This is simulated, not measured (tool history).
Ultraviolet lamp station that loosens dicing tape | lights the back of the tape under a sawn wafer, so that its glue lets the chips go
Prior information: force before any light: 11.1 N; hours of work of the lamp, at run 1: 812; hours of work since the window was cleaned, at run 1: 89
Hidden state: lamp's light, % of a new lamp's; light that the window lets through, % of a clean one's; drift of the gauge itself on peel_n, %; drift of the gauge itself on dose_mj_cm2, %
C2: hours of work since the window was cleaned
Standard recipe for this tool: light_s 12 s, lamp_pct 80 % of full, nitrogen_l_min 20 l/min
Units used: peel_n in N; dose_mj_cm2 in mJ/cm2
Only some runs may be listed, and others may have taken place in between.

Run 1, day 0.000: usual settings; hours of work of the lamp 812; C2 89. Result: peel_n 1.111 N, dose_mj_cm2 283 mJ/cm2.
Run 2, day 1.142: usual settings; hours of work of the lamp 834; C2 111. Result: peel_n 1.136 N, dose_mj_cm2 282 mJ/cm2.
Run 3, day 2.075: usual settings but nitrogen_l_min 7 l/min; hours of work of the lamp 851; C2 129. Result: peel_n 2.315 N, dose_mj_cm2 279 mJ/cm2.
Run 4, day 2.979: usual settings but nitrogen_l_min 7 l/min; hours of work of the lamp 869; C2 146. Result: peel_n 2.293 N, dose_mj_cm2 286 mJ/cm2.
Run 5, day 3.800: usual settings but nitrogen_l_min 9 l/min; hours of work of the lamp 884; C2 161. Result: peel_n 1.986 N, dose_mj_cm2 287 mJ/cm2.
Run 6, day 4.733: usual settings but lamp_pct 72 % of full; hours of work of the lamp 902; C2 179. Result: peel_n 1.327 N, dose_mj_cm2 255 mJ/cm2.
Run 7, day 5.675: usual settings; hours of work of the lamp 920; C2 197. Result: peel_n 1.088 N, dose_mj_cm2 281 mJ/cm2.
Run 8, day 6.783: usual settings; hours of work of the lamp 941; C2 218. Result: peel_n 1.065 N, dose_mj_cm2 281 mJ/cm2.
Run 9, day 7.354: usual settings; hours of work of the lamp 951; C2 229. Result: peel_n 1.114 N, dose_mj_cm2 280 mJ/cm2.
Run 10, day 8.146: usual settings; hours of work of the lamp 966; C2 244. Result: peel_n 1.097 N, dose_mj_cm2 282 mJ/cm2.
At day 8.829: window cleaned of glue's vapour.
Run 11, day 8.829: usual settings; hours of work of the lamp 979; C2 0. Result: peel_n 1.095 N, dose_mj_cm2 288 mJ/cm2.
Run 12, day 9.779: usual settings but lamp_pct 62 % of full; hours of work of the lamp 997; C2 18. Result: peel_n 1.801 N, dose_mj_cm2 220 mJ/cm2.
Run 13, day 10.821: usual settings but lamp_pct 62 % of full; hours of work of the lamp 1017; C2 38. Result: peel_n 1.793 N, dose_mj_cm2 219 mJ/cm2.
Run 14, day 11.908: usual settings but lamp_pct 62 % of full; hours of work of the lamp 1037; C2 58. Result: peel_n 1.866 N, dose_mj_cm2 218 mJ/cm2.
Run 15, day 13.067: usual settings but light_s 23 s, nitrogen_l_min 7 l/min; hours of work of the lamp 1059; C2 80. Result: peel_n 0.615 N, dose_mj_cm2 545 mJ/cm2.
Run 16, day 13.838: usual settings but light_s 10 s, lamp_pct 79 % of full, nitrogen_l_min 25 l/min; hours of work of the lamp 1074; C2 95. Result: peel_n 1.384 N, dose_mj_cm2 237 mJ/cm2.
Run 17, day 14.362: usual settings but light_s 7 s, lamp_pct 66 % of full, nitrogen_l_min 17 l/min; hours of work of the lamp 1084; C2 105. Result: peel_n 3.788 N, dose_mj_cm2 137 mJ/cm2.
Run 18, day 14.896: usual settings but light_s 22 s, lamp_pct 66 % of full, nitrogen_l_min 22 l/min; hours of work of the lamp 1094; C2 115. Result: peel_n 0.347 N, dose_mj_cm2 430 mJ/cm2.
Run 19, day 16.150: usual settings but light_s 8 s, lamp_pct 68 % of full, nitrogen_l_min 19 l/min; hours of work of the lamp 1118; C2 139. Result: peel_n 3.107 N, dose_mj_cm2 156 mJ/cm2.
At day 16.783: lamp changed.
Run 20, day 17.392: usual settings but nitrogen_l_min 8 l/min; hours of work of the lamp 12; C2 161. Result: peel_n 2.159 N, dose_mj_cm2 281 mJ/cm2.
Run 21, day 18.583: usual settings but light_s 15 s, lamp_pct 71 % of full, nitrogen_l_min 25 l/min; hours of work of the lamp 34; C2 184. Result: peel_n 0.726 N, dose_mj_cm2 313 mJ/cm2.
Run 22, day 19.150: usual settings but light_s 15 s, lamp_pct 71 % of full, nitrogen_l_min 25 l/min; hours of work of the lamp 45; C2 195. Result: peel_n 0.704 N, dose_mj_cm2 317 mJ/cm2.
Run 23, day 20.404: usual settings but nitrogen_l_min 6 l/min; hours of work of the lamp 69; C2 218. Result: peel_n 2.542 N, dose_mj_cm2 283 mJ/cm2.
Run 24, day 21.408: usual settings but light_s 10 s, lamp_pct 87 % of full, nitrogen_l_min 14 l/min; hours of work of the lamp 88; C2 237. Result: peel_n 1.715 N, dose_mj_cm2 258 mJ/cm2.
Run 25, day 22.104: usual settings but light_s 10 s, lamp_pct 87 % of full, nitrogen_l_min 14 l/min; hours of work of the lamp 101; C2 251. Result: peel_n 1.638 N, dose_mj_cm2 254 mJ/cm2.
At day 22.400: window cleaned of glue's vapour.
Run 26, day 23.379: usual settings but light_s 10 s, lamp_pct 87 % of full, nitrogen_l_min 9 l/min; hours of work of the lamp 124; C2 19. Result: peel_n 2.180 N, dose_mj_cm2 259 mJ/cm2.
Run 27, day 24.454: usual settings but light_s 10 s, lamp_pct 87 % of full, nitrogen_l_min 9 l/min; hours of work of the lamp 145; C2 39. Result: peel_n 2.268 N, dose_mj_cm2 257 mJ/cm2.
Run 28, day 25.204: usual settings but light_s 7 s, lamp_pct 71 % of full, nitrogen_l_min 9 l/min; hours of work of the lamp 159; C2 53. Result: peel_n 4.410 N, dose_mj_cm2 149 mJ/cm2.

Across each entry between runs, compare the hidden state at the last listed run before it with the hidden state at the first listed run after it:
Run 10 -> run 11: window cleaned of glue's vapour (day 8.829)
  the hidden state is the same at both runs
Run 19 -> run 20: lamp changed (day 16.783)
  lamp's light, % of a new lamp's: 99.7 -> 100
Run 25 -> run 26: window cleaned of glue's vapour (day 22.400)
  the hidden state is the same at both runs
